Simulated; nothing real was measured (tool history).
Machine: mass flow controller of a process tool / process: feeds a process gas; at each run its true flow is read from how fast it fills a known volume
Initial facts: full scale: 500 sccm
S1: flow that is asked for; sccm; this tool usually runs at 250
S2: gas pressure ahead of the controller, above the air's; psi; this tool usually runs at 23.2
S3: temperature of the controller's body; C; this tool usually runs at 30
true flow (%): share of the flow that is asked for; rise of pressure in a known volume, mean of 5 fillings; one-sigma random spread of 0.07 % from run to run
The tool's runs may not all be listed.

run 1 day=0 | S1=250 S2=23.2 S3=30 | true_flow_(%)=98.79
run 2 day=9.154 | S1=250 S2=23.2 S3=36 | true_flow_(%)=98.21
run 3 day=24.983 | S1=250 S2=23.2 S3=36 | true_flow_(%)=97.94
run 4 day=38.721 | S1=250 S2=23.2 S3=36 | true_flow_(%)=97.83
run 5 day=52.071 | S1=250 S2=23.2 S3=30 | true_flow_(%)=98.37
run 6 day=60.088 | S1=250 S2=23.2 S3=30 | true_flow_(%)=98.25
run 7 day=70.533 | S1=250 S2=23.2 S3=30 | true_flow_(%)=98.17
run 8 day=85.842 | S1=250 S2=23.2 S3=30 | true_flow_(%)=98.06
run 9 day=101.283 | S1=250 S2=23.2 S3=22 | true_flow_(%)=98.82
run 10 day=107.717 | S1=250 S2=23.2 S3=22 | true_flow_(%)=98.64
run 11 day=116.379 | S1=250 S2=23.2 S3=22 | true_flow_(%)=98.54
run 12 day=129.196 | S1=250 S2=23.2 S3=32 | true_flow_(%)=97.35
run 13 day=143.233 | S1=250 S2=23.2 S3=32 | true_flow_(%)=97.31
run 14 day=155.933 | S1=397 S2=23.2 S3=30 | true_flow_(%)=97.78
run 15 day=169.625 | S1=397 S2=23.2 S3=30 | true_flow_(%)=97.78
run 16 day=181.725 | S1=397 S2=23.2 S3=30 | true_flow_(%)=97.52
run 17 day=188.458 | S1=250 S2=24.2 S3=30 | true_flow_(%)=97.1
run 18 day=198.429 | S1=250 S2=24.2 S3=30 | true_flow_(%)=96.92
run 19 day=209.496 | S1=250 S2=24.2 S3=30 | true_flow_(%)=96.79
run 20 day=224.383 | S1=165 S2=24.8 S3=32 | true_flow_(%)=96.38
-- day=238.246 controller exchanged for a calibrated one
-- day=239.558 gauge calibrated
run 21 day=239.558 | S1=334 S2=20.9 S3=26 | true_flow_(%)=99.58
run 22 day=253.75 | S1=173 S2=23.2 S3=30 | true_flow_(%)=98.33
run 23 day=264.504 | S1=162 S2=37.1 S3=25 | true_flow_(%)=98.52
run 24 day=276.454 | S1=64 S2=29.2 S3=26 | true_flow_(%)=98.24
run 25 day=290.688 | S1=64 S2=34.8 S3=30 | true_flow_(%)=97.36
run 26 day=298.833 | S1=279 S2=22.5 S3=30 | true_flow_(%)=98.41
run 27 day=314.667 | S1=332 S2=31.3 S3=30 | true_flow_(%)=98.23
run 28 day=327.071 | S1=332 S2=31.3 S3=30 | true_flow_(%)=98.18
run 29 day=336.996 | S1=250 S2=31.9 S3=30 | true_flow_(%)=97.79
run 30 day=345.812 | S1=307 S2=23.1 S3=30 | true_flow_(%)=98.01
run 31 day=353.6 | S1=307 S2=23.1 S3=34 | true_flow_(%)=97.65
run 32 day=365.75 | S1=121 S2=25.8 S3=30 | true_flow_(%)=97.33
run 33 day=372.317 | S1=121 S2=25.8 S3=30 | true_flow_(%)=97.18
run 34 day=382.904 | S1=145 S2=33.4 S3=30 | true_flow_(%)=96.99
run 35 day=390.188 | S1=67 S2=33.4 S3=21 | true_flow_(%)=97.6
run 36 day=398.558 | S1=69 S2=29.2 S3=32 | true_flow_(%)=96.58
run 37 day=409.896 | S1=411 S2=25.2 S3=40 | true_flow_(%)=96.6
run 38 day=422.192 | S1=463 S2=30.9 S3=38 | true_flow_(%)=96.79

Some steps in true flow (%), run to run, broken into two amounts with sign: the step expected even without the hidden condition (settings, incoming material, random variation), and the rest, left for the hidden condition together with whatever gauge scatter is not in both the measured and the hidden-condition-free result:
The hidden state here: flow at rest that the sensor doesn't see, % of full scale; true flow over the shown one, %; drift of the gauge itself on true_pct, %.
Run 2 -> 3: no setting changed, nothing entered. true flow (%) -0.27: hidden state -0.14, all else -0.13.
Run 8 -> 9: S3 30 -> 22. true flow (%) +0.76: hidden state -0.15, all else +0.91.
Run 11 -> 12: S3 22 -> 32. true flow (%) -1.19: hidden state -0.11, all else -1.08.
Run 20 -> 21: S1 165 -> 334, S2 24.8 -> 20.9, S3 32 -> 26, controller exchanged for a calibrated one, gauge calibrated. true flow (%) +3.2: hidden state +2.03, all else +1.17.
Run 21 -> 22: S1 334 -> 173, S2 20.9 -> 23.2, S3 26 -> 30. true flow (%) -1.25: hidden state -0.13, all else -1.12.
